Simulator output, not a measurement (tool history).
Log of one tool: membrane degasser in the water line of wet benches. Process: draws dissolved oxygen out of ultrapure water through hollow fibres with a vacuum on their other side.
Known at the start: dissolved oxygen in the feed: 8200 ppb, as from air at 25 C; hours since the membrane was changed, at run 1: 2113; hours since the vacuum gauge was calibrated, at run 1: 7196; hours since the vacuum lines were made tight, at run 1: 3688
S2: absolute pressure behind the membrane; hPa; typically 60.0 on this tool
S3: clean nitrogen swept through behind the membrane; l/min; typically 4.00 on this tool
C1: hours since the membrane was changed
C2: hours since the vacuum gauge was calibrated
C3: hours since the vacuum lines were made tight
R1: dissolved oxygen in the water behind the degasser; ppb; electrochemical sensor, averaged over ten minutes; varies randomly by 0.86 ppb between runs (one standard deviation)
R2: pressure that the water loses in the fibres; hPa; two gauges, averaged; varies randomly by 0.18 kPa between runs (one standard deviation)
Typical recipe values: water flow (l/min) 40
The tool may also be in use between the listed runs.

{"run": 1, "hour": 0.0, "water flow (l/min)": 40, "S2": 60.0, "S3": 4.0, "C1": 2113, "C2": 7196, "C3": 3688, "R1": 90.3, "R2": 358.2}
{"run": 2, "hour": 107.5, "water flow (l/min)": 40, "S2": 60.0, "S3": 4.0, "C1": 2221, "C2": 7304, "C3": 3796, "R1": 89.1, "R2": 358.3}
{"run": 3, "hour": 241.1, "water flow (l/min)": 40, "S2": 60.0, "S3": 4.0, "C1": 2354, "C2": 7438, "C3": 3929, "R1": 89.2, "R2": 360.8}
{"hour": 299.1, "done": "vacuum gauge calibrated"}
{"run": 4, "hour": 328.4, "water flow (l/min)": 40, "S2": 37.6, "S3": 4.0, "C1": 2441, "C2": 29, "C3": 4016, "R1": 30.0, "R2": 360.8}
{"run": 5, "hour": 446.7, "water flow (l/min)": 40, "S2": 37.6, "S3": 4.0, "C1": 2559, "C2": 148, "C3": 4135, "R1": 29.4, "R2": 358.8}
{"run": 6, "hour": 555.4, "water flow (l/min)": 40, "S2": 37.6, "S3": 4.0, "C1": 2668, "C2": 256, "C3": 4243, "R1": 30.0, "R2": 361.3}
{"run": 7, "hour": 652.1, "water flow (l/min)": 40, "S2": 37.6, "S3": 4.0, "C1": 2765, "C2": 353, "C3": 4340, "R1": 30.8, "R2": 363.7}
{"run": 8, "hour": 753.5, "water flow (l/min)": 40, "S2": 42.1, "S3": 4.0, "C1": 2866, "C2": 454, "C3": 4441, "R1": 40.3, "R2": 360.2}
{"run": 9, "hour": 836.9, "water flow (l/min)": 40, "S2": 117.4, "S3": 4.0, "C1": 2949, "C2": 538, "C3": 4525, "R1": 211.5, "R2": 362.4}
{"run": 10, "hour": 931.2, "water flow (l/min)": 40, "S2": 117.4, "S3": 4.0, "C1": 3044, "C2": 632, "C3": 4619, "R1": 214.2, "R2": 365.0}
{"run": 11, "hour": 1065.1, "water flow (l/min)": 52, "S2": 117.4, "S3": 4.0, "C1": 3178, "C2": 766, "C3": 4753, "R1": 280.4, "R2": 468.8}
{"run": 12, "hour": 1260.9, "water flow (l/min)": 28, "S2": 60.0, "S3": 4.0, "C1": 3373, "C2": 962, "C3": 4949, "R1": 53.1, "R2": 257.7}
{"run": 13, "hour": 1449.8, "water flow (l/min)": 28, "S2": 60.0, "S3": 4.0, "C1": 3562, "C2": 1151, "C3": 5138, "R1": 54.1, "R2": 256.8}
{"run": 14, "hour": 1533.5, "water flow (l/min)": 28, "S2": 60.0, "S3": 4.0, "C1": 3646, "C2": 1234, "C3": 5221, "R1": 54.0, "R2": 251.0}
{"run": 15, "hour": 1711.7, "water flow (l/min)": 28, "S2": 60.0, "S3": 4.0, "C1": 3824, "C2": 1413, "C3": 5400, "R1": 53.4, "R2": 253.5}
{"run": 16, "hour": 1815.3, "water flow (l/min)": 28, "S2": 60.0, "S3": 4.0, "C1": 3928, "C2": 1516, "C3": 5503, "R1": 54.5, "R2": 255.4}
{"run": 17, "hour": 1956.2, "water flow (l/min)": 44, "S2": 65.4, "S3": 4.0, "C1": 4069, "C2": 1657, "C3": 5644, "R1": 109.0, "R2": 398.1}
{"run": 18, "hour": 2158.1, "water flow (l/min)": 46, "S2": 116.6, "S3": 4.3, "C1": 4271, "C2": 1859, "C3": 5846, "R1": 234.5, "R2": 415.8}
{"run": 19, "hour": 2351.8, "water flow (l/min)": 46, "S2": 116.6, "S3": 4.3, "C1": 4464, "C2": 2053, "C3": 6040, "R1": 233.4, "R2": 419.5}
{"run": 20, "hour": 2500.7, "water flow (l/min)": 50, "S2": 60.0, "S3": 9.24, "C1": 4613, "C2": 2202, "C3": 6189, "R1": 69.0, "R2": 455.6}
{"hour": 2525.7, "done": "seals of the vacuum lines changed"}
{"run": 21, "hour": 2682.0, "water flow (l/min)": 40, "S2": 60.0, "S3": 7.87, "C1": 4793, "C2": 2381, "C3": 156, "R1": 53.5, "R2": 364.3}
{"run": 22, "hour": 2812.6, "water flow (l/min)": 25, "S2": 43.9, "S3": 4.0, "C1": 4923, "C2": 2511, "C3": 287, "R1": 23.4, "R2": 227.5}
{"run": 23, "hour": 2971.6, "water flow (l/min)": 25, "S2": 43.9, "S3": 4.0, "C1": 5082, "C2": 2670, "C3": 446, "R1": 23.2, "R2": 227.5}
{"run": 24, "hour": 3149.9, "water flow (l/min)": 52, "S2": 52.4, "S3": 4.0, "C1": 5260, "C2": 2849, "C3": 624, "R1": 98.4, "R2": 475.2}
{"run": 25, "hour": 3250.0, "water flow (l/min)": 52, "S2": 52.4, "S3": 4.0, "C1": 5361, "C2": 2949, "C3": 724, "R1": 100.3, "R2": 474.0}
{"run": 26, "hour": 3334.2, "water flow (l/min)": 37, "S2": 60.0, "S3": 2.85, "C1": 5445, "C2": 3033, "C3": 808, "R1": 101.6, "R2": 339.9}
{"run": 27, "hour": 3465.8, "water flow (l/min)": 37, "S2": 60.0, "S3": 2.85, "C1": 5576, "C2": 3165, "C3": 940, "R1": 101.5, "R2": 336.9}
{"run": 28, "hour": 3623.5, "water flow (l/min)": 47, "S2": 41.6, "S3": 2.42, "C1": 5734, "C2": 3322, "C3": 1098, "R1": 75.0, "R2": 427.6}
{"run": 29, "hour": 3777.8, "water flow (l/min)": 45, "S2": 123.4, "S3": 2.42, "C1": 5888, "C2": 3477, "C3": 1252, "R1": 395.8, "R2": 409.8}
{"run": 30, "hour": 3918.6, "water flow (l/min)": 45, "S2": 123.4, "S3": 2.42, "C1": 6029, "C2": 3617, "C3": 1393, "R1": 391.0, "R2": 413.1}
{"run": 31, "hour": 4053.0, "water flow (l/min)": 48, "S2": 123.4, "S3": 2.42, "C1": 6164, "C2": 3752, "C3": 1527, "R1": 420.6, "R2": 441.2}

Describe how what the log doesn't record of the tool's condition differs between the last listed run preceding each entry between runs and the first listed run following it.
Logged between run 3 and run 4: vacuum gauge calibrated (hour 299.1)
  true pressure behind the membrane over the reading, kPa: 0.33 -> -0.01; air that leaks in behind the membrane, l/min: 0.0077 -> 0.0079
  measured less the result without the state, R1: +9.0 -> +0.9 ppb; R2: +4.1 -> +4.3 hPa
Logged between run 20 and run 21: seals of the vacuum lines changed (hour 2525.7)
  membrane still open, %: 97.9 -> 97.8; air that leaks in behind the membrane, l/min: 0.0113 -> 0.0029
  measured less the result without the state, R1: +4.7 -> +3.4 ppb; R2: +9.7 -> +8.1 hPa
